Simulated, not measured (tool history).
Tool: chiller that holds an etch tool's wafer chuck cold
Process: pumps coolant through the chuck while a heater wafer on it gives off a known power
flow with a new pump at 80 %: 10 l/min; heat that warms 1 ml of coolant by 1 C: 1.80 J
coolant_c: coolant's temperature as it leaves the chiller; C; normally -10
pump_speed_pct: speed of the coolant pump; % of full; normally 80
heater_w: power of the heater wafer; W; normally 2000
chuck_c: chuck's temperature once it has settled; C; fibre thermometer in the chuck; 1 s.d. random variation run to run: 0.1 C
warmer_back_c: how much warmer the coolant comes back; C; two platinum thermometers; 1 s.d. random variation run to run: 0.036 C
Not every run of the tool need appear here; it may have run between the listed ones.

run    hour  coolant_c  pump_speed_pct  heater_w  chuck_c  warmer_back_c
  1       0        -10              80      2000      9.7           6.71
  2    56.6        -10              80      2000      9.7           6.61
  3   119.8         -7              80      2000     12.7           6.58
  4   166.4         -7              80      2000     12.7           6.64
  5   203.6        -10              80      2000      9.6           6.63
  6   239.5        -10              88      2000      8.4           5.95
  7   278.4        -10              88      2000      8.7           5.97
  8   307.1        -10              71      2000     11.4           7.49
  9   367.4        -12              80      2000      7.7           6.58
 10     403        -10              89      2000      8.5           5.88
 11   441.1        -10              89      2000      8.6            5.8
 12   475.7        -10              80      2000      9.8           6.54
 13   513.1        -10              80      2000      9.6           6.51
 14   552.7        -10              80      2000      9.8           6.53
 15   580.5        -10              80      2000      9.6           6.51
 16     638        -10              80      2000      9.7           6.48
 17   671.7        -10              80      2000      9.7           6.48
 18   707.1         -9              63      2000     13.9           8.31
 19   760.6        -10              75      2000     10.7           6.94
 20   813.7        -10              75      2000     10.5           6.95
 21   856.4        -10              75      2000     10.4           6.82
 22   884.1        -18              97      2000     -0.3           5.27
 23   923.8         -1              99      2018     16.6           5.18
 24   964.4         -1              99      2018     16.5           5.13
 25  1002.1         -1              99      2018     16.4           5.05
 26  1047.9         -1              64      2862     31.5          11.75
 27  1109.6         -8              64      2862     24.5          11.67
 28  1147.3         -8              64      2862     24.6          11.72
 29  1195.5         -8              64      2862     24.5          11.65
 30  1238.8        -12              64      1877      9.3           7.49
 31  1280.1         -9              67      1877     11.6           7.19

A few steps of warmer_back_c between consecutive runs. Split each: what settings, incoming material and random variation would produce without the hidden state, and what is left over for the hidden state, along with gauge scatter present in only one of the two compared results (measured, and without hidden state):
Hidden conditions of the tool in this case: heat passed by the chuck's channels, % of clean ones'; flow at a given pump speed, % of a new pump's; coolant's true temperature over the reading, C; drift of the gauge itself on chuck_c, C; drift of the gauge itself on warmer_back_c, C.
Run 2 -> 3: coolant_c -10 -> -7. warmer_back_c -0.03 C: hidden state -0.02, all else -0.01.
Run 3 -> 4: no setting changed, nothing entered. warmer_back_c +0.06 C: hidden state -0.02, all else +0.08.
Run 8 -> 9: coolant_c -10 -> -12, pump_speed_pct 71 -> 80. warmer_back_c -0.91 C: hidden state -0.03, all else -0.88.
Run 17 -> 18: coolant_c -10 -> -9, pump_speed_pct 80 -> 63. warmer_back_c +1.83 C: hidden state -0.01, all else +1.84.
Run 25 -> 26: pump_speed_pct 99 -> 64, heater_w 2018 -> 2862. warmer_back_c +6.7 C: hidden state -0.01, all else +6.71.
Run 29 -> 30: coolant_c -8 -> -12, heater_w 2862 -> 1877. warmer_back_c -4.16 C: hidden state +0, all else -4.16.
